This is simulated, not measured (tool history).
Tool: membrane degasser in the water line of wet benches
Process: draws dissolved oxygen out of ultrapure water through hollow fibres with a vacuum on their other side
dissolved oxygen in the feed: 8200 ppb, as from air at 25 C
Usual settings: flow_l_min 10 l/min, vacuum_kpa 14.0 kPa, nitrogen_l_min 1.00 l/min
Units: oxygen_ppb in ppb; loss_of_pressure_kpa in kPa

run	day	flow_l_min	vacuum_kpa	nitrogen_l_min	oxygen_ppb	loss_of_pressure_kpa
1	0.000	10	14.0	1.00	265.3	33.33
2	4.129	10	14.0	1.00	262.6	33.49
3	8.262	10	31.3	1.00	640.8	33.42
4	11.375	10	31.3	0.93	699.2	33.55
5	13.300	7	14.0	1.00	190.8	23.26
6	15.321	7	14.0	1.00	194.6	23.51
7	17.108	7	14.0	1.00	193.1	23.40
8	19.546	7	14.0	1.00	191.2	23.41
9	21.500	7	14.0	1.00	194.8	23.28
10	25.638	10	14.0	1.00	273.3	33.81
11	29.308	10	22.5	1.00	461.4	33.59
12	31.317	10	22.5	1.00	469.2	33.41
13	34.467	10	22.5	1.00	465.2	33.75
14	37.821	10	9.8	2.88	66.5	33.71
15	41.967	10	14.2	2.01	146.7	33.68
16	43.800	10	14.2	2.01	148.4	33.61
17	47.325	10	24.5	2.58	216.9	33.27
18	49.429	8	25.2	0.84	499.2	27.21
19	51.367	10	32.2	0.67	967.9	33.90
20	54.242	10	32.2	0.67	940.5	33.71
21	57.288	10	23.1	2.09	248.2	33.74
22	59.554	8	21.2	1.03	357.6	27.23
23	62.646	8	21.2	1.03	347.3	27.26
24	65.367	8	21.2	1.03	347.3	27.14

Forecast each of these 4 alternatives for the next run:
A	69.167	10	11.0	1.00	?	?
B	69.167	6	15.4	2.05	?	?
C	69.167	10	34.4	2.98	?	?
D	69.167	13	11.5	0.70	?	?

run	oxygen_ppb	loss_of_pressure_kpa
A	205.3	33.63
B	100.7	20.67
C	270.6	33.87
D	379.1	43.77
Without the tool's hidden state the same runs would have given:
run	oxygen_ppb	loss_of_pressure_kpa
A	185.2	32.59
B	89.6	20.04
C	253.8	32.82
D	348.8	42.41

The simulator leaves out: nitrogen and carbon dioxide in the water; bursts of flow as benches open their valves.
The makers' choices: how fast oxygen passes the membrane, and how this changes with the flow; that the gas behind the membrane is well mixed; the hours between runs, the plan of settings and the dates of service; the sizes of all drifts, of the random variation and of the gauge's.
